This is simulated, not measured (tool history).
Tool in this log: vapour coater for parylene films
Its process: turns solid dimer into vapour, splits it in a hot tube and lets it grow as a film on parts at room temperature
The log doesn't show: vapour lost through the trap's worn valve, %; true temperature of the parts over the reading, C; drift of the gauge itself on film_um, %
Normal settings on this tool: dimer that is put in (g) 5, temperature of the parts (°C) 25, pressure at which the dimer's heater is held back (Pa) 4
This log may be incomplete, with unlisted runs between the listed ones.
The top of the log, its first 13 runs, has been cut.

| run | day | dimer that is put in (g) | temperature of the parts (°C) | pressure at which the dimer's heater is held back (Pa) | hours of work since the trap's valve was overhauled | hours of work since the table's thermometer was calibrated | thickness of the film (um) |
|---|---|---|---|---|---|---|---|
| 14 | 13.292 | 5 | 25 | 3.51 | 112 | 466 | 1.73 |
| 15 | 14.025 | 5 | 25 | 3.51 | 126 | 480 | 1.66 |
| 16 | 14.733 | 6 | 25 | 4 | 139 | 493 | 2.04 |
| 17 | 15.733 | 6 | 24 | 6.18 | 157 | 511 | 1.85 |
| 18 | 16.3 | 6 | 35 | 10.84 | 168 | 522 | 1.34 |
| 19 | 16.838 | 6 | 28 | 10.84 | 178 | 531 | 1.57 |
| 20 | 17.838 | 5 | 21 | 3.25 | 196 | 550 | 1.79 |
| 21 | 18.825 | 5 | 20 | 3.25 | 215 | 568 | 1.82 |
| 22 | 19.608 | 2 | 29 | 10.37 | 229 | 583 | 0.54 |
| 23 | 20.35 | 7 | 23 | 2.5 | 243 | 596 | 2.49 |
| 24 | 21.6 | 7 | 23 | 2.5 | 266 | 619 | 2.45 |
|  | 22.962 | trap's valve overhauled |
| 25 | 23.012 | 5 | 36 | 2.27 | 1 | 643 | 1.55 |
| 26 | 23.696 | 5 | 25 | 6.16 | 14 | 655 | 1.63 |
| 27 | 24.762 | 6 | 20 | 2.93 | 33 | 675 | 2.4 |
| 28 | 25.433 | 2 | 36 | 2.6 | 46 | 687 | 0.59 |
| 29 | 26.371 | 7 | 22 | 7.17 | 63 | 705 | 2.28 |
| 30 | 27.458 | 7 | 22 | 7.17 | 83 | 725 | 2.27 |
| 31 | 28.242 | 3 | 25 | 3.05 | 98 | 739 | 1.01 |
| 32 | 29.071 | 5 | 17 | 4 | 113 | 754 | 1.96 |

3 ways to go on from here, each from the tool as it stands after run 32. What would each give?
| A | 29.725 | 3 | 25 | 5.64 | 125 | 766 | ? |
| B | 29.725 | 3 | 28 | 4 | 125 | 766 | ? |
| C | 29.725 | 7 | 25 | 4 | 125 | 766 | ? |

| run | thickness of the film (um) |
|---|---|
| A | 0.92 |
| B | 0.94 |
| C | 2.28 |
Stripped of hidden state, with their random variation kept, the same runs would have yielded:
| run | thickness of the film (um) |
|---|---|
| A | 1 |
| B | 1.02 |
| C | 2.48 |
